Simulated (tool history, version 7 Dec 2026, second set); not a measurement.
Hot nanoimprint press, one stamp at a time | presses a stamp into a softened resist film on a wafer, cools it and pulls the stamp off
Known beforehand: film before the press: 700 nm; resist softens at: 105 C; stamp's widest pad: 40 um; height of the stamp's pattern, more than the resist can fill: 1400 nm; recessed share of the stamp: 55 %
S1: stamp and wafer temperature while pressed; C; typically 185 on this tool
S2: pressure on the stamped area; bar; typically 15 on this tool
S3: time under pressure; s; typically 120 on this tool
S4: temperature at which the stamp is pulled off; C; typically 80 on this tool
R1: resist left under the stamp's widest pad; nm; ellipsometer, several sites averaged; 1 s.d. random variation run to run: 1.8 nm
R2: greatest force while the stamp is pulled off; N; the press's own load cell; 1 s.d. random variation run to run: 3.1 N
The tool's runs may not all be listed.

run	day	S1	S2	S3	S4	R1	R2
1	0	185	15	120	80	293.8	141
2	1.108	185	15	120	80	289.9	146
3	2.258	185	15	120	80	293.5	146
4	2.825	185	15	120	80	292.3	141
5	3.408	185	15	120	88	290.5	128
6	4.083	185	9.2	120	88	358.3	131
7	4.912	185	9.2	120	88	359.9	130
8	5.679	185	9.2	120	88	360.3	131
9	6.908	185	9.2	120	88	360.2	127
# day 7.496: plate thermocouple calibrated
10	8.342	185	15	109	80	307.8	147
11	9.025	185	15	109	80	306.2	146
12	9.858	187	13.1	85	80	330.2	143
13	10.608	183	19.4	70	66	345.8	175
14	11.858	174	10	112	68	495.5	166
15	12.988	179	15	189	65	307.1	180
# day 14: stamp cleaned and given a new release coat
16	14.35	193	14.4	189	65	184.8	169
17	15.45	193	14.4	189	65	184	177

Predict the results of run 18:
18	16.079	197	15	120	80	?	?

{"run 18": {"R1": 192.3, "R2": 147}}
Take away the tool's hidden state, keep the run-to-run variation as it was, and the same run would have given R1 192.3 nm, R2 147 N.
